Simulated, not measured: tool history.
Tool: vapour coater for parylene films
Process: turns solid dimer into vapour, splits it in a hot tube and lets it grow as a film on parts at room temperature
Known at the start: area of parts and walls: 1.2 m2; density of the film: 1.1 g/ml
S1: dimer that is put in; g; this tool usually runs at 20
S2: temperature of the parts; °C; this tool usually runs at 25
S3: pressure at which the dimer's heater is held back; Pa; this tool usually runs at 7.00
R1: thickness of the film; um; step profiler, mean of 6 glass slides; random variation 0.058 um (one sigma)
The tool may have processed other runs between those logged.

run    hour  S1  S2     S3     R1
  1     0.0  20  25   7.00   7.18
  2    37.0  20  30   7.00   6.05
  3    85.1  20  25   7.00   6.98
  4   121.5  20  25   7.00   6.95
      132.0  -- trap's valve overhauled
  5   173.8  20  25  11.35   6.15
  6   202.8  20  25  11.35   5.96
  7   240.8  20  25   7.00   6.15
  8   281.4  20  25   7.00   6.14
  9   309.5  20  32   7.00   4.85
      319.0  -- trap's valve overhauled, once more
 10   343.3  20  25   7.00   8.05
 11   363.8  20  25   7.00   7.95
 12   408.7  20  25   7.00   7.83
 13   431.9  20  25   7.00   7.90
 14   469.9  20  25   7.00   7.80
 15   491.9  20  25   7.00   7.76
 16   535.8  10  21   2.52   4.67
 17   564.2  10  21   2.52   4.70
 18   603.2  10  21   2.52   4.61
 19   650.7  10  21   2.52   4.58
 20   692.3  19  21   3.09   8.52
 21   730.0  20  36   7.00   5.18
 22   754.1  20  36   7.00   5.16
 23   787.8  33  36   9.67   8.39
 24   832.7  33  36   9.67   8.14
 25   856.4  20  19   9.66   8.27
 26   900.8  20  19   9.66   8.19
 27   927.4  28  25   2.85  10.48
      970.8  -- trap's valve overhauled
 28   978.6  35  21   2.29  17.35
 29  1023.4  35  21   2.29  17.19

5 options for the next run, each taken on its own from the tool as it stands now. Forecast them:
  A  1053.9  10  25  2.13   ?
  B  1053.9  13  32  2.25   ?
  C  1053.9  20  21  3.41   ?
  D  1053.9  17  21  2.29   ?
  E  1053.9  16  19  2.59   ?

run    R1
  A  4.29
  B  4.48
  C  9.49
  D  8.33
  E  8.23
With no hidden state in the tool, these same runs would have given:
run    R1
  A  4.35
  B  4.54
  C  9.63
  D  8.45
  E  8.35
